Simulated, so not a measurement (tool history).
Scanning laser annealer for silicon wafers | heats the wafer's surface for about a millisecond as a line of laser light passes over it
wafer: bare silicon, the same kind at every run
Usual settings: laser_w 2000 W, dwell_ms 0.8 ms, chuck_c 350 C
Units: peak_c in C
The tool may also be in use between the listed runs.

run	hour	laser_w	dwell_ms	chuck_c	peak_c
1	0	2000	0.8	350	1078
2	61.5	2000	0.8	350	1078
3	115.8	2000	0.8	350	1079
4	209.8	2001	0.8	350	1075
5	307.5	2001	0.8	350	1080
6	375.2	2001	0.8	350	1078
7	462.9	2001	0.8	350	1077
8	551.1	1805	0.8	350	995
9	593.3	1805	0.8	350	993
10	650.2	2000	0.804	350	1084
11	718.2	2000	0.804	350	1082
12	761.5	1777	0.8	350	982
13	847	1777	0.8	350	981
14	905.3	1777	0.8	350	986
15	1000.9	2000	0.8	370	1096
16	1059.3	2000	0.8	350	1081
17	1113.1	2000	0.8	350	1080
18	1209.9	1962	0.995	374	1181
19	1297.2	1866	0.995	382	1137
20	1386.2	1834	0.585	374	924
21	1481.6	2079	0.8	383	1147
22	1543.7	1730	0.801	323	936
23	1601.3	1990	0.866	383	1137
24	1700.3	2000	0.8	341	1069
25	1785.7	1763	0.588	373	903
26	1847.2	1843	0.772	367	1016
27	1920.3	2000	0.8	318	1046
28	1991.7	2000	0.8	318	1046
29	2068.9	2000	0.626	337	971
30	2164.3	2000	0.626	337	972
31	2208.1	2000	0.626	337	969
32	2303.9	2000	0.998	350	1174
33	2350.9	1864	0.998	346	1102
34	2400	2155	0.761	331	1103

Taken out of this log: 3 entries between the listed runs. Where each belongs, and how the hidden state differs across it:
Between runs 7 and 8: window over the wafer cleaned (hour 507)
  light that passes the window, % of a clean one's: 99.87 -> 99.99; width of the line over the set one, %: 0.04 -> 0.05
Between runs 12 and 13: optics aligned, line set to its width (hour 806.7)
  light that passes the window, % of a clean one's: 99.97 -> 99.96; width of the line over the set one, %: 0.05 -> 0.01
Between runs 23 and 24: window over the wafer cleaned (hour 1664.8)
  light that passes the window, % of a clean one's: 99.88 -> 100
